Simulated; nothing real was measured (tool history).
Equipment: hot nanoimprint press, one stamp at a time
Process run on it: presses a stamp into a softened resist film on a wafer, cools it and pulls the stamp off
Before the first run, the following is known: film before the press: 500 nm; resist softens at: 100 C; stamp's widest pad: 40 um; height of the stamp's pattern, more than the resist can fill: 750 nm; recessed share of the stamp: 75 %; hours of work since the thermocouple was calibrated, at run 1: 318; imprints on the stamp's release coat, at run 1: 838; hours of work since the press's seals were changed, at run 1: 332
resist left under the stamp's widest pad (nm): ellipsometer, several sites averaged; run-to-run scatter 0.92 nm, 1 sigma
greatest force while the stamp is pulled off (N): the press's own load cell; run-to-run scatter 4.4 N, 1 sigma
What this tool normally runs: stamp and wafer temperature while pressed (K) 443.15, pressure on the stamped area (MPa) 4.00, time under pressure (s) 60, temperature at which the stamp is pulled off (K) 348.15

run	hour	stamp and wafer temperature while pressed (K)	pressure on the stamped area (MPa)	time under pressure (s)	temperature at which the stamp is pulled off (K)	hours of work since the thermocouple was calibrated	imprints on the stamp's release coat	hours of work since the press's seals were changed	resist left under the stamp's widest pad (nm)	greatest force while the stamp is pulled off (N)
1	0.0	443.15	4.00	60	348.15	318	838	332	271.4	262
2	15.8	443.15	4.00	60	348.15	326	902	340	271.6	273
3	22.8	443.15	4.00	60	348.15	329	931	344	270.2	262
4	36.2	443.15	4.00	60	348.15	336	986	350	271.0	268
5	50.8	443.15	4.00	60	348.15	344	1045	358	271.9	275
# hour 63.1: stamp cleaned and given a new release coat
6	64.0	443.15	4.00	60	348.15	347	3	362	271.7	225
7	78.3	443.15	4.00	60	341.15	355	62	369	272.4	251
# hour 92.1: plate thermocouple calibrated
8	92.1	444.15	3.15	102	335.15	0	106	374	242.2	257
9	101.8	444.15	3.15	102	335.15	5	145	379	244.5	271
10	111.7	444.15	2.99	71	335.15	10	186	384	279.5	266
11	119.4	443.15	4.00	107	348.15	14	217	388	220.4	231

Forecast each of these 3 alternatives for the next run:
A	130.8	443.15	4.06	65	348.15	20	264	394	?	?
B	130.8	442.15	4.00	101	348.15	20	264	394	?	?
C	130.8	443.15	4.00	70	348.15	20	264	394	?	?

run	resist left under the stamp's widest pad (nm)	greatest force while the stamp is pulled off (N)
A	260.0	229
B	231.0	240
C	254.7	232
Take away the tool's hidden state, keep each run's random variation, and the runs would have read:
run	resist left under the stamp's widest pad (nm)	greatest force while the stamp is pulled off (N)
A	256.9	216
B	228.0	227
C	251.6	220
